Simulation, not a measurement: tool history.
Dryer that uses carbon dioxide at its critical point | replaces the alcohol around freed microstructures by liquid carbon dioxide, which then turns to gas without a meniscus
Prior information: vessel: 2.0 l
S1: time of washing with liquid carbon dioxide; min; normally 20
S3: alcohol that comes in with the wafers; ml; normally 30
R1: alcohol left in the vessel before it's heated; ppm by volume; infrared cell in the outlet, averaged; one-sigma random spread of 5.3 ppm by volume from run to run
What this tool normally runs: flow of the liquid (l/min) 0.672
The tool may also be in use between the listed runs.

{"run": 1, "hour": 0.0, "S1": 20, "flow of the liquid (l/min)": 0.672, "S3": 30, "R1": 195}
{"run": 2, "hour": 8.5, "S1": 20, "flow of the liquid (l/min)": 0.672, "S3": 30, "R1": 204}
{"run": 3, "hour": 15.1, "S1": 20, "flow of the liquid (l/min)": 0.672, "S3": 30, "R1": 205}
{"run": 4, "hour": 28.9, "S1": 20, "flow of the liquid (l/min)": 0.672, "S3": 30, "R1": 210}
{"run": 5, "hour": 39.2, "S1": 20, "flow of the liquid (l/min)": 0.672, "S3": 30, "R1": 220}
{"run": 6, "hour": 46.1, "S1": 20, "flow of the liquid (l/min)": 0.672, "S3": 30, "R1": 213}
{"run": 7, "hour": 54.2, "S1": 20, "flow of the liquid (l/min)": 0.672, "S3": 30, "R1": 225}
{"run": 8, "hour": 62.2, "S1": 20, "flow of the liquid (l/min)": 0.672, "S3": 30, "R1": 216}
{"run": 9, "hour": 70.6, "S1": 20, "flow of the liquid (l/min)": 0.672, "S3": 30, "R1": 220}
{"run": 10, "hour": 81.2, "S1": 20, "flow of the liquid (l/min)": 0.672, "S3": 114, "R1": 605}
{"run": 11, "hour": 96.0, "S1": 20, "flow of the liquid (l/min)": 0.672, "S3": 30, "R1": 226}
{"run": 12, "hour": 111.1, "S1": 20, "flow of the liquid (l/min)": 0.672, "S3": 30, "R1": 233}
{"run": 13, "hour": 123.8, "S1": 20, "flow of the liquid (l/min)": 0.672, "S3": 30, "R1": 237}
{"run": 14, "hour": 134.2, "S1": 20, "flow of the liquid (l/min)": 0.672, "S3": 30, "R1": 228}
{"run": 15, "hour": 142.1, "S1": 20, "flow of the liquid (l/min)": 1.002, "S3": 30, "R1": 111}

Run 16 comes next. What will it give?
{"run": 16, "hour": 157.0, "S1": 20, "flow of the liquid (l/min)": 0.672, "S3": 30, "R1": "?"}

R1: 237 ppm by volume
On a tool with no hidden condition, and with the same random variation, this run would have come out at R1 123 ppm by volume.
